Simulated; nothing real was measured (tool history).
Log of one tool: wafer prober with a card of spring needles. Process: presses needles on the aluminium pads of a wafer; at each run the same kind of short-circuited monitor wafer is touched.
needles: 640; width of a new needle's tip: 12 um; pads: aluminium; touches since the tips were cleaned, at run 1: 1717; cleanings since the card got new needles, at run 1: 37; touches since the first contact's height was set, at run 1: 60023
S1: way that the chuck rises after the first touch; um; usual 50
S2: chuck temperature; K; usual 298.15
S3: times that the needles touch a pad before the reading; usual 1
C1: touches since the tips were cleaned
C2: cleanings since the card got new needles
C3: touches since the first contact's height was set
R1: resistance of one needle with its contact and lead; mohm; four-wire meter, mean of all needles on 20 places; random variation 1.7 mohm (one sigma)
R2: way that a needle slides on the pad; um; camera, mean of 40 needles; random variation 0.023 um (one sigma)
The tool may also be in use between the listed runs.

run   hour  S1      S2  S3    C1  C2      C3   R1     R2
  1      0  50  298.15   1  1717  37   60023  171   8.03
       6.3  -- tips cleaned on abrasive film
  2   12.3  50  298.15   1  2490  38   65093  174   8.04
        17  -- tips cleaned on abrasive film
  3   25.6  50  347.15   1  3589  39   70586  181   8.05
        27  -- tips cleaned on abrasive film
      37.7  -- tips cleaned on abrasive film
  4   41.2  50  347.15   1  1455  41   76962  181   8.02
      49.2  -- tips cleaned on abrasive film
  5   50.9  50  347.15   1   701  42   80965  179      8
      60.1  -- tips cleaned on abrasive film
  6     67  50  379.15   1  2862  43   87599  185   7.99
      70.7  -- tips cleaned on abrasive film
      81.5  -- tips cleaned on abrasive film
  7   83.3  50  379.15   1   722  45   94291  187   7.98
      92.2  -- tips cleaned on abrasive film
  8   92.8  50  298.15   1   273  46   98216  171   8.01
     102.3  -- tips cleaned on abrasive film
  9  102.3  50  298.15   1     0  47  102096  172      8
     113.3  -- tips cleaned on abrasive film
 10  116.2  50  298.15   1  1200  48  107837  171   7.97
     124.2  -- tips cleaned on abrasive film
 11  124.9  50  298.15   1   272  49  111399  172   8.01
     134.3  -- tips cleaned on abrasive film
 12  142.5  50  298.15   1  3395  50  118679  172   7.97
     144.2  -- tips cleaned on abrasive film
     147.9  -- height of the first contact set anew
     155.6  -- tips cleaned on abrasive film
 13  162.9  50  298.15   1  3016  52    6208  172   7.97
     166.5  -- tips cleaned on abrasive film
     177.3  -- tips cleaned on abrasive film
 14  180.8  50  369.15   1  1451  54   13577  185   7.98
     187.5  -- tips cleaned on abrasive film
     198.6  -- tips cleaned on abrasive film
 15  198.6  50  396.15   1     0  56   20855  188   7.97
     209.2  -- tips cleaned on abrasive film
 16    214  50  298.15   1  1985  57   27223  170   7.94
     219.1  -- tips cleaned on abrasive film
 17  222.5  50  306.15   1  1429  58   30722  174   7.94
     229.7  -- tips cleaned on abrasive film
 18  237.6  50  306.15   1  3272  59   36939  175   7.91
     240.4  -- tips cleaned on abrasive film
     250.8  -- tips cleaned on abrasive film
 19  251.9  67  343.15   2   457  61   42792  179  10.66
     261.6  -- tips cleaned on abrasive film
 20  261.6  41  337.15   1     0  62   46784  181   6.53
     272.1  -- tips cleaned on abrasive film
 21  276.8  70  322.15   2  1935  63   53076  175  11.13
     282.6  -- tips cleaned on abrasive film
     293.5  -- tips cleaned on abrasive film
 22    296  70  322.15   2  1037  65   60987  174  11.09
     304.1  -- tips cleaned on abrasive film
 23  310.2  70  322.15   2  2574  66   66845  173  11.07
       314  -- tips cleaned on abrasive film
     324.7  -- tips cleaned on abrasive film
 24    328  54  355.15   2  1352  68   74121  183   8.56
     335.6  -- tips cleaned on abrasive film
 25  339.6  54  355.15   2  1644  69   78911  181   8.51
     346.1  -- tips cleaned on abrasive film
 26  351.2  34  356.15   2  2117  70   83682  187   5.41
     356.2  -- tips cleaned on abrasive film
 27  360.7  64  306.15   2  1847  71   87593  174  10.14
     366.6  -- tips cleaned on abrasive film
 28  370.4  41  306.15   2  1571  72   91589  174   6.48
     377.4  -- tips cleaned on abrasive film
     387.3  -- tips cleaned on abrasive film
 29  390.6  41  379.15   2  1388  74   99910  188   6.49
     397.4  -- tips cleaned on abrasive film
 30  399.8  49  298.15   1  1010  75  103686  171   7.75
     407.7  -- tips cleaned on abrasive film
 31  409.8  50  334.15   1   900  76  107807  180   7.94

Some steps in R2 between neighbouring runs. How much of each would the tool show without its hidden state too (settings, what came in, random variation), and how much is left for the hidden state, with any gauge scatter that isn't in both results?
The hidden state here: debris on the tips, nm; way that the needles fall short of the set height, um; tips' diameter, um; drift of the gauge itself on contact_mohm, %; drift of the gauge itself on scrub_um, %.
Run 19 -> 20: S1 67 -> 41, S2 343.15 -> 337.15, S3 2 -> 1, tips cleaned on abrasive film. R2 -4.13 um: hidden state +0.04, all else -4.17.
Run 20 -> 21: S1 41 -> 70, S2 337.15 -> 322.15, S3 1 -> 2, tips cleaned on abrasive film. R2 +4.6 um: hidden state -0.06, all else +4.66.
Run 26 -> 27: S1 34 -> 64, S2 356.15 -> 306.15, tips cleaned on abrasive film. R2 +4.73 um: hidden state -0.08, all else +4.81.
Run 27 -> 28: S1 64 -> 41, tips cleaned on abrasive film. R2 -3.66 um: hidden state +0.06, all else -3.72.

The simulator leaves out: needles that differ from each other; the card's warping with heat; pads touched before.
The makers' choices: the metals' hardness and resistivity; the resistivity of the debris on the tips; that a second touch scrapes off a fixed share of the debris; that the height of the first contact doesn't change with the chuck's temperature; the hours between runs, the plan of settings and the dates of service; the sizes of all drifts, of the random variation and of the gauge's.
